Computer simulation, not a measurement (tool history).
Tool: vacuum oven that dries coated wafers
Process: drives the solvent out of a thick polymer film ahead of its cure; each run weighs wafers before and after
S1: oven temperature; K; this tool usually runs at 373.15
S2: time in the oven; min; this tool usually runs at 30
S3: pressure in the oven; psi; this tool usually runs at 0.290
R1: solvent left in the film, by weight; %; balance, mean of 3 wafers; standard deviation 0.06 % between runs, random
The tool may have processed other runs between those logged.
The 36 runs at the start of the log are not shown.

{"run": 37, "day": 93.654, "S1": 373.15, "S2": 16, "S3": 0.29, "R1": 5.88}
{"day": 95.146, "done": "vacuum gauge cleaned of residue and calibrated"}
{"run": 38, "day": 95.938, "S1": 373.15, "S2": 16, "S3": 0.29, "R1": 5.71}
{"run": 39, "day": 98.046, "S1": 373.15, "S2": 18, "S3": 0.222, "R1": 4.58}
{"run": 40, "day": 100.408, "S1": 376.15, "S2": 45, "S3": 0.352, "R1": 3.06}
{"run": 41, "day": 102.125, "S1": 376.15, "S2": 45, "S3": 0.352, "R1": 3.06}
{"day": 103.05, "done": "oven's thermocouples calibrated"}
{"run": 42, "day": 104.379, "S1": 387.15, "S2": 30, "S3": 0.616, "R1": 3.36}
{"run": 43, "day": 106.833, "S1": 374.15, "S2": 30, "S3": 0.361, "R1": 3.69}
{"run": 44, "day": 109.442, "S1": 374.15, "S2": 30, "S3": 0.361, "R1": 3.75}
{"run": 45, "day": 113.104, "S1": 384.15, "S2": 19, "S3": 0.302, "R1": 2.88}
{"run": 46, "day": 116.621, "S1": 372.15, "S2": 19, "S3": 0.244, "R1": 4.68}

3 ways to go on from here, each from the tool as it stands after run 46. What would each give?
{"run": "A", "day": 119.412, "S1": 376.15, "S2": 25, "S3": 0.19, "R1": "?"}
{"run": "B", "day": 119.412, "S1": 370.15, "S2": 30, "S3": 0.209, "R1": "?"}
{"run": "C", "day": 119.412, "S1": 387.15, "S2": 52, "S3": 0.29, "R1": "?"}

run=A R1=2.57
run=B R1=3.19
run=C R1=1.55
What these runs would have given with no unlogged condition in the tool:
run=A R1=2.48
run=B R1=3.08
run=C R1=1.50
